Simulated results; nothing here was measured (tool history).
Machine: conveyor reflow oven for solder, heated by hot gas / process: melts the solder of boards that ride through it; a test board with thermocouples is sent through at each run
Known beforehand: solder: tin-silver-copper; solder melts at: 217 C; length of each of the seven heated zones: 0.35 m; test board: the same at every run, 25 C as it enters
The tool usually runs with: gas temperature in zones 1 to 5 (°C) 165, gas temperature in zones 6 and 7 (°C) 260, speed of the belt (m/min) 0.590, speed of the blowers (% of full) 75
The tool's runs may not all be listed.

run,hour,gas temperature in zones 1 to 5 (°C),gas temperature in zones 6 and 7 (°C),speed of the belt (m/min),speed of the blowers (% of full),highest temperature of the board (°C),time above the solder's melting point (s)
1,0.0,165,260,0.590,75,243.5,44.7
2,7.0,165,260,0.590,75,244.5,44.9
3,11.6,165,260,0.590,75,244.2,45.4
4,15.5,164,260,0.590,75,244.8,44.6
5,23.3,164,260,0.590,75,243.6,45.0
# hour 28.1: belt drive overhauled, speed set with a stopwatch
6,31.3,164,260,0.590,75,243.4,44.9
7,37.7,164,260,0.590,75,244.2,44.0
8,42.2,160,271,0.494,75,258.4,65.5
9,47.4,160,271,0.494,75,257.8,65.4
10,54.5,160,271,0.494,75,258.3,65.6
11,59.9,152,262,0.542,59,243.2,44.1

4 options for the next run, each taken on its own from the tool as it stands now. Forecast them:
# hour 68.8: belt drive overhauled, speed set with a stopwatch, once more
A,72.4,165,257,0.692,75,?,?
# hour 68.8: belt drive overhauled, speed set with a stopwatch, once more
B,72.4,152,262,0.534,60,?,?
# hour 68.8: belt drive overhauled, speed set with a stopwatch, once more
C,72.4,178,260,0.494,68,?,?
# hour 68.8: belt drive overhauled, speed set with a stopwatch, once more
D,72.4,171,260,0.609,57,?,?

run,highest temperature of the board (°C),time above the solder's melting point (s)
A,236.2,30.3
B,243.5,45.3
C,249.2,64.8
D,240.3,40.9
With the hidden condition removed and each run's random variation left untouched, the same runs would have given:
run,highest temperature of the board (°C),time above the solder's melting point (s)
A,237.7,31.9
B,245.0,46.9
C,250.6,65.9
D,241.7,42.3

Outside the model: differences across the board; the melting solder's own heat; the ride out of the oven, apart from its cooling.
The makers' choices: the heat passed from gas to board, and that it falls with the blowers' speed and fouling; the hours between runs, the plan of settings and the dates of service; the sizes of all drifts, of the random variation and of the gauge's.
